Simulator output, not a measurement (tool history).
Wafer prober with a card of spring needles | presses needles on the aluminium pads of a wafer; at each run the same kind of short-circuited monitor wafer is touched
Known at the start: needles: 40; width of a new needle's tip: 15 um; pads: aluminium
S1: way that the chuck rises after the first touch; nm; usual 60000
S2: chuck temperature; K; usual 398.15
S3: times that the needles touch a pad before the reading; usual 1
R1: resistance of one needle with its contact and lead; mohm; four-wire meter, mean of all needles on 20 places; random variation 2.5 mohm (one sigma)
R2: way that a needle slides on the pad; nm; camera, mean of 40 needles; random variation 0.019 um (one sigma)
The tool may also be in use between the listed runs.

| run | day | S1 | S2 | S3 | R1 | R2 |
|---|---|---|---|---|---|---|
| 1 | 0 | 60000 | 398.15 | 1 | 336 | 12280 |
|  | 0.371 | tips cleaned on abrasive film |
|  | 0.575 | height of the first contact set anew |
| 2 | 1.012 | 60000 | 398.15 | 1 | 333 | 12460 |
|  | 1.379 | tips cleaned on abrasive film |
|  | 2.321 | tips cleaned on abrasive film |
| 3 | 2.496 | 60000 | 398.15 | 1 | 310 | 12470 |
|  | 3.25 | tips cleaned on abrasive film |
| 4 | 4.15 | 60000 | 398.15 | 1 | 342 | 12450 |
|  | 4.25 | tips cleaned on abrasive film |
|  | 5.196 | tips cleaned on abrasive film |
| 5 | 5.196 | 60000 | 398.15 | 1 | 290 | 12370 |
|  | 6.138 | tips cleaned on abrasive film |
| 6 | 6.179 | 60000 | 398.15 | 1 | 296 | 12380 |
|  | 7.133 | tips cleaned on abrasive film |
| 7 | 7.371 | 46000 | 398.15 | 1 | 342 | 9430 |
|  | 8.067 | tips cleaned on abrasive film |
|  | 8.854 | height of the first contact set anew |
| 8 | 8.854 | 46000 | 398.15 | 1 | 378 | 9560 |
|  | 9.092 | tips cleaned on abrasive film |
| 9 | 9.683 | 46000 | 398.15 | 1 | 367 | 9550 |
|  | 10.021 | tips cleaned on abrasive film |
| 10 | 10.708 | 60000 | 398.15 | 1 | 337 | 12440 |
|  | 10.95 | tips cleaned on abrasive film |
| 11 | 11.521 | 60000 | 398.15 | 1 | 331 | 12440 |
|  | 11.95 | tips cleaned on abrasive film |
|  | 12.954 | tips cleaned on abrasive film |
| 12 | 12.962 | 60000 | 300.15 | 1 | 263 | 12420 |
| 13 | 13.867 | 60000 | 300.15 | 1 | 329 | 12380 |
|  | 13.983 | tips cleaned on abrasive film |
|  | 14.992 | tips cleaned on abrasive film |
| 14 | 15.3 | 60000 | 300.15 | 1 | 302 | 12340 |
|  | 16.008 | tips cleaned on abrasive film |
| 15 | 16.508 | 60000 | 300.15 | 1 | 314 | 12310 |
|  | 17.004 | tips cleaned on abrasive film |
|  | 17.162 | height of the first contact set anew |
| 16 | 17.588 | 60000 | 300.15 | 1 | 317 | 12490 |
|  | 17.967 | tips cleaned on abrasive film |
| 17 | 18.45 | 44000 | 354.15 | 1 | 363 | 9140 |
|  | 18.896 | tips cleaned on abrasive film |
|  | 19.921 | tips cleaned on abrasive film |
| 18 | 20.004 | 60000 | 398.15 | 3 | 293 | 12450 |
| 19 | 20.746 | 60000 | 386.15 | 1 | 344 | 12410 |
|  | 20.846 | tips cleaned on abrasive film |
|  | 21.862 | tips cleaned on abrasive film |
| 20 | 21.983 | 60000 | 307.15 | 1 | 286 | 12370 |
|  | 22.846 | tips cleaned on abrasive film |
| 21 | 23.658 | 48000 | 311.15 | 2 | 330 | 9880 |
|  | 23.8 | tips cleaned on abrasive film |
|  | 24.833 | tips cleaned on abrasive film |
| 22 | 24.833 | 59000 | 320.15 | 1 | 276 | 12190 |

Forecast run 23:
|  | 25.433 | height of the first contact set anew |
|  | 25.833 | tips cleaned on abrasive film |
| 23 | 26.025 | 60000 | 362.15 | 1 | ? | ? |

R1: 302 mohm
R2: 12510 nm
Without the tool's hidden state the same run would have given R1 273 mohm, R2 12540 nm.
